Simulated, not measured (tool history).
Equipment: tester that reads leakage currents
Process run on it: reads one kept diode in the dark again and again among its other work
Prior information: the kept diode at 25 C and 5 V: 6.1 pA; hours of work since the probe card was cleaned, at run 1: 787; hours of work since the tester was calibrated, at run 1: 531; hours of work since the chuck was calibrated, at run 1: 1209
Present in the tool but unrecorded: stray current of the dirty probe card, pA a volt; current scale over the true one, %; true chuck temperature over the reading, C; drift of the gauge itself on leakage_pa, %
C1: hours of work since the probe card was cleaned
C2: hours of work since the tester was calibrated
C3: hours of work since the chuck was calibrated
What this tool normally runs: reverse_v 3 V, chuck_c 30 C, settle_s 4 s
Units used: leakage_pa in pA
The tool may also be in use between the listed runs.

{"run": 1, "day": 0.0, "reverse_v": 3, "chuck_c": 30, "settle_s": 4, "C1": 787, "C2": 531, "C3": 1209, "leakage_pa": 9.92}
{"run": 2, "day": 1.142, "reverse_v": 3, "chuck_c": 30, "settle_s": 4, "C1": 801, "C2": 546, "C3": 1223, "leakage_pa": 10.15}
{"run": 3, "day": 1.842, "reverse_v": 3, "chuck_c": 30, "settle_s": 4, "C1": 810, "C2": 554, "C3": 1232, "leakage_pa": 10.04}
{"run": 4, "day": 2.488, "reverse_v": 3, "chuck_c": 30, "settle_s": 4, "C1": 818, "C2": 563, "C3": 1240, "leakage_pa": 10.14}
{"run": 5, "day": 3.817, "reverse_v": 3, "chuck_c": 30, "settle_s": 4, "C1": 835, "C2": 579, "C3": 1257, "leakage_pa": 10.05}
{"run": 6, "day": 5.183, "reverse_v": 3, "chuck_c": 30, "settle_s": 4, "C1": 852, "C2": 596, "C3": 1274, "leakage_pa": 10.27}
{"run": 7, "day": 6.388, "reverse_v": 3, "chuck_c": 30, "settle_s": 4, "C1": 867, "C2": 612, "C3": 1289, "leakage_pa": 10.33}
{"run": 8, "day": 7.275, "reverse_v": 2.73, "chuck_c": 30, "settle_s": 4, "C1": 878, "C2": 623, "C3": 1300, "leakage_pa": 9.82}
{"run": 9, "day": 8.612, "reverse_v": 2.73, "chuck_c": 30, "settle_s": 4, "C1": 895, "C2": 639, "C3": 1317, "leakage_pa": 9.85}
{"run": 10, "day": 9.675, "reverse_v": 3, "chuck_c": 41, "settle_s": 4, "C1": 909, "C2": 653, "C3": 1330, "leakage_pa": 22.14}
{"run": 11, "day": 10.45, "reverse_v": 1.45, "chuck_c": 30, "settle_s": 4, "C1": 918, "C2": 663, "C3": 1340, "leakage_pa": 6.8}
{"run": 12, "day": 11.375, "reverse_v": 1.45, "chuck_c": 30, "settle_s": 4, "C1": 930, "C2": 674, "C3": 1352, "leakage_pa": 6.86}
{"run": 13, "day": 12.188, "reverse_v": 3, "chuck_c": 30, "settle_s": 4, "C1": 940, "C2": 684, "C3": 1362, "leakage_pa": 10.39}
{"run": 14, "day": 13.017, "reverse_v": 3, "chuck_c": 58, "settle_s": 4, "C1": 951, "C2": 695, "C3": 1372, "leakage_pa": 80.2}
{"run": 15, "day": 14.158, "reverse_v": 3, "chuck_c": 30, "settle_s": 4, "C1": 965, "C2": 709, "C3": 1387, "leakage_pa": 10.57}
{"run": 16, "day": 15.425, "reverse_v": 3, "chuck_c": 26, "settle_s": 4, "C1": 981, "C2": 725, "C3": 1403, "leakage_pa": 8.58}
{"run": 17, "day": 16.012, "reverse_v": 3, "chuck_c": 26, "settle_s": 4, "C1": 988, "C2": 732, "C3": 1410, "leakage_pa": 8.5}
{"run": 18, "day": 16.858, "reverse_v": 3, "chuck_c": 26, "settle_s": 4, "C1": 999, "C2": 743, "C3": 1421, "leakage_pa": 8.52}
{"run": 19, "day": 17.667, "reverse_v": 3, "chuck_c": 26, "settle_s": 4, "C1": 1009, "C2": 753, "C3": 1431, "leakage_pa": 8.63}
{"run": 20, "day": 18.95, "reverse_v": 3, "chuck_c": 26, "settle_s": 4, "C1": 1025, "C2": 769, "C3": 1447, "leakage_pa": 8.69}
{"run": 21, "day": 19.946, "reverse_v": 3, "chuck_c": 58, "settle_s": 0.63, "C1": 1038, "C2": 782, "C3": 1459, "leakage_pa": 79.96}
{"run": 22, "day": 21.271, "reverse_v": 3, "chuck_c": 58, "settle_s": 0.63, "C1": 1054, "C2": 798, "C3": 1476, "leakage_pa": 79.86}
{"run": 23, "day": 22.625, "reverse_v": 3, "chuck_c": 58, "settle_s": 0.63, "C1": 1071, "C2": 816, "C3": 1493, "leakage_pa": 80.1}
{"day": 22.967, "done": "probe card cleaned and baked"}
{"run": 24, "day": 23.525, "reverse_v": 3, "chuck_c": 41, "settle_s": 0.76, "C1": 7, "C2": 825, "C3": 1503, "leakage_pa": 18.5}
{"run": 25, "day": 24.083, "reverse_v": 1.05, "chuck_c": 21, "settle_s": 0.76, "C1": 14, "C2": 832, "C3": 1510, "leakage_pa": 2.01}
{"run": 26, "day": 24.642, "reverse_v": 3, "chuck_c": 58, "settle_s": 4, "C1": 21, "C2": 839, "C3": 1517, "leakage_pa": 75.16}
{"run": 27, "day": 25.912, "reverse_v": 3, "chuck_c": 58, "settle_s": 0.44, "C1": 37, "C2": 855, "C3": 1533, "leakage_pa": 75.73}
{"run": 28, "day": 26.658, "reverse_v": 4.07, "chuck_c": 33, "settle_s": 5.85, "C1": 46, "C2": 865, "C3": 1542, "leakage_pa": 10.19}
{"run": 29, "day": 27.7, "reverse_v": 2.52, "chuck_c": 33, "settle_s": 5.85, "C1": 60, "C2": 878, "C3": 1555, "leakage_pa": 8.29}
{"run": 30, "day": 28.788, "reverse_v": 9.24, "chuck_c": 43, "settle_s": 4, "C1": 73, "C2": 891, "C3": 1569, "leakage_pa": 35.04}
{"run": 31, "day": 29.504, "reverse_v": 9.24, "chuck_c": 43, "settle_s": 4, "C1": 82, "C2": 900, "C3": 1578, "leakage_pa": 34.96}
{"run": 32, "day": 30.071, "reverse_v": 9.24, "chuck_c": 43, "settle_s": 4, "C1": 89, "C2": 907, "C3": 1585, "leakage_pa": 34.99}
{"run": 33, "day": 31.246, "reverse_v": 10.25, "chuck_c": 30, "settle_s": 0.63, "C1": 104, "C2": 922, "C3": 1600, "leakage_pa": 14.76}
{"run": 34, "day": 32.412, "reverse_v": 10.25, "chuck_c": 30, "settle_s": 0.63, "C1": 119, "C2": 937, "C3": 1615, "leakage_pa": 14.92}
{"run": 35, "day": 33.212, "reverse_v": 2.58, "chuck_c": 30, "settle_s": 1.4, "C1": 129, "C2": 947, "C3": 1625, "leakage_pa": 6.92}
{"run": 36, "day": 33.808, "reverse_v": 7.41, "chuck_c": 39, "settle_s": 0.63, "C1": 136, "C2": 954, "C3": 1632, "leakage_pa": 24.69}
{"run": 37, "day": 34.575, "reverse_v": 2.71, "chuck_c": 39, "settle_s": 9.6, "C1": 146, "C2": 964, "C3": 1642, "leakage_pa": 14.7}
{"run": 38, "day": 35.617, "reverse_v": 2.71, "chuck_c": 39, "settle_s": 9.6, "C1": 159, "C2": 977, "C3": 1655, "leakage_pa": 14.88}
{"day": 36.117, "done": "chuck's temperature calibrated"}
{"run": 39, "day": 36.354, "reverse_v": 2.08, "chuck_c": 20, "settle_s": 4, "C1": 167, "C2": 985, "C3": 3, "leakage_pa": 3.18}

Predict each of these 5 candidate next runs independently; none follows another, all start after run 39:
{"run": "A", "day": 37.567, "reverse_v": 2.84, "chuck_c": 34, "settle_s": 0.58, "C1": 182, "C2": 1001, "C3": 18, "leakage_pa": "?"}
{"run": "B", "day": 37.567, "reverse_v": 2.08, "chuck_c": 20, "settle_s": 2.48, "C1": 182, "C2": 1001, "C3": 18, "leakage_pa": "?"}
{"run": "C", "day": 37.567, "reverse_v": 6.3, "chuck_c": 26, "settle_s": 2.64, "C1": 182, "C2": 1001, "C3": 18, "leakage_pa": "?"}
{"run": "D", "day": 37.567, "reverse_v": 2.08, "chuck_c": 60, "settle_s": 4.67, "C1": 182, "C2": 1001, "C3": 18, "leakage_pa": "?"}
{"run": "E", "day": 37.567, "reverse_v": 5.61, "chuck_c": 30, "settle_s": 3.09, "C1": 182, "C2": 1001, "C3": 18, "leakage_pa": "?"}

run=A leakage_pa=12.76
run=B leakage_pa=3.23
run=C leakage_pa=9.35
run=D leakage_pa=90.14
run=E leakage_pa=12.02
With the hidden condition removed and each run's random variation left untouched, the same runs would have given:
run=A leakage_pa=12.1
run=B leakage_pa=2.73
run=C leakage_pa=7.83
run=D leakage_pa=89.9
run=E leakage_pa=10.67

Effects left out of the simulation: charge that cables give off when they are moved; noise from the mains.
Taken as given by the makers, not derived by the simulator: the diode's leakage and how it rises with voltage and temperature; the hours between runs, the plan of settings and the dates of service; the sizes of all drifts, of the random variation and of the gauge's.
